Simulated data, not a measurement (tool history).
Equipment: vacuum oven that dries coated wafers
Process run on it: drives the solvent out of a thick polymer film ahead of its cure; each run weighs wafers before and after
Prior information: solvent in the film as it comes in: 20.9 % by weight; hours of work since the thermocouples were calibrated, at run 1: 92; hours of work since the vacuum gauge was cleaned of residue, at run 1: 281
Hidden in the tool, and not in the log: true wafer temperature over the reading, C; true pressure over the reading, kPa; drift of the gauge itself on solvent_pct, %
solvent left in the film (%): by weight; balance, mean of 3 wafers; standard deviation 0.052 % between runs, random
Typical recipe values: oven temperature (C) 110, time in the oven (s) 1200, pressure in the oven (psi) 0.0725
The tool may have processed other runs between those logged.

run	day	oven temperature (C)	time in the oven (s)	pressure in the oven (psi)	hours of work since the thermocouples were calibrated	hours of work since the vacuum gauge was cleaned of residue	solvent left in the film (%)
1	0	110	1200	0.0725	92	281	1.53
2	3.754	110	660	0.0725	139	329	4.28
3	6.217	110	660	0.0725	170	360	4.32
4	8.379	110	660	0.0725	198	387	4.28
5	12.146	110	660	0.0725	245	435	4.38
# day 12.446: vacuum gauge cleaned of residue and calibrated
6	16.267	120	1200	0.0725	296	48	0.55
7	18.25	124	1920	0.2815	321	73	0.69
8	21.504	110	1200	0.2522	362	114	2.15
9	26.288	95	660	0.0725	423	175	8.95
10	28.488	121	1620	0.1262	451	203	0.45
# day 30.908: vacuum gauge cleaned of residue and calibrated, once more
11	31.838	121	1920	0.1262	492	12	0.31
12	35.262	110	1200	0.1286	535	55	1.68

What differs in the tool's unlogged condition from the final listed run ahead of each entry between runs to the first listed run following it?
Run 5 -> run 6: vacuum gauge cleaned of residue and calibrated (day 12.446)
  true wafer temperature over the reading, C: -0.25 -> -0.34; true pressure over the reading, kPa: 0.168 -> 0.209
  measured less the result without the state, solvent left in the film (%): +0.13 -> +0.08
Run 10 -> run 11: vacuum gauge cleaned of residue and calibrated, once more (day 30.908)
  true wafer temperature over the reading, C: -0.59 -> -0.65; true pressure over the reading, kPa: 0.276 -> -0.012
  measured less the result without the state, solvent left in the film (%): +0.1 -> +0
